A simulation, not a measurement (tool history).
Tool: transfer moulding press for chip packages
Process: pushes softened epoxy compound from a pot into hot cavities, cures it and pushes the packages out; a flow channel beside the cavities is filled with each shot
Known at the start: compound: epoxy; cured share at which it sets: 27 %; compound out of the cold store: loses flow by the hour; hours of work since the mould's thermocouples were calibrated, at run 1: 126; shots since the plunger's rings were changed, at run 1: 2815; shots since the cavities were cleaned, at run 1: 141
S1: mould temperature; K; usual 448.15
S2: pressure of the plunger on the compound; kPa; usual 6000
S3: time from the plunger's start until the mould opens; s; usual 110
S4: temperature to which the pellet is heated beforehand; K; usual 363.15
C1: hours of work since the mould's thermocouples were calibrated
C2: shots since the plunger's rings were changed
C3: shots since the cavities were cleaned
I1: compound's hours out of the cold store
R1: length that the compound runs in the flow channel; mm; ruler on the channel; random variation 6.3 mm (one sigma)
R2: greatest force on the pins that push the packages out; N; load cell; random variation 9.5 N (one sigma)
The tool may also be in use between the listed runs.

run,hour,S1,S2,S3,S4,C1,C2,C3,I1,R1,R2
1,0.0,448.15,6000,110,363.15,126,2815,141,22.0,668,527
2,7.6,448.15,6000,110,363.15,132,2912,238,32.9,613,552
3,15.6,448.15,6000,110,363.15,138,3014,340,33.3,608,594
4,26.0,448.15,6000,110,363.15,146,3146,472,30.2,618,617
5,31.4,448.15,6000,110,371.15,150,3215,541,34.5,601,648
6,38.5,448.15,6000,110,371.15,156,3305,631,19.3,658,650
7,46.5,448.15,6000,110,371.15,163,3408,734,23.2,639,698
8,54.4,448.15,6000,110,371.15,169,3509,835,14.7,677,728
9,61.3,448.15,6000,110,363.15,174,3597,923,25.0,630,739
# hour 65.6: cavities cleaned with cleaning compound and waxed
10,72.0,441.15,6000,110,363.15,182,3714,82,10.6,707,782
11,76.8,441.15,6000,110,363.15,185,3775,143,16.4,673,796
12,82.1,448.15,6000,110,363.15,189,3842,210,25.7,625,541
13,91.9,448.15,6830,131,363.15,197,3967,335,22.6,678,512
14,96.9,448.15,6830,126,363.15,201,4031,399,40.0,607,561
15,106.1,448.15,6000,120,366.15,208,4149,517,32.9,590,595
16,114.0,447.15,5430,101,357.15,215,4249,617,40.9,542,773
17,119.4,447.15,5430,101,357.15,219,4318,686,21.8,596,844
18,124.2,447.15,5430,101,357.15,223,4379,747,41.0,533,823
# hour 129.6: plunger's sealing rings changed
19,136.3,447.15,5430,101,357.15,230,86,870,30.7,624,878
# hour 144.3: cavities cleaned with cleaning compound and waxed
20,145.6,447.15,5430,101,357.15,237,185,17,17.2,683,569
21,150.1,447.15,5430,101,357.15,240,242,74,19.2,661,608
22,158.6,447.15,5430,101,357.15,247,350,182,16.0,676,672
23,168.5,448.15,4990,110,362.15,255,477,309,13.8,648,604

Forecast each of these 4 alternatives for the next run:
A,174.0,453.15,5830,110,372.15,259,547,379,33.0,?,?
B,174.0,448.15,6000,144,363.15,259,547,379,36.0,?,?
C,174.0,443.15,4990,96,362.15,259,547,379,45.1,?,?
D,174.0,445.15,4990,110,360.15,259,547,379,13.7,?,?

run,R1,R2
A,616,541
B,633,523
C,543,954
D,668,756
Without the tool's hidden state the same runs would have given:
run,R1,R2
A,622,382
B,639,371
C,548,655
D,674,523

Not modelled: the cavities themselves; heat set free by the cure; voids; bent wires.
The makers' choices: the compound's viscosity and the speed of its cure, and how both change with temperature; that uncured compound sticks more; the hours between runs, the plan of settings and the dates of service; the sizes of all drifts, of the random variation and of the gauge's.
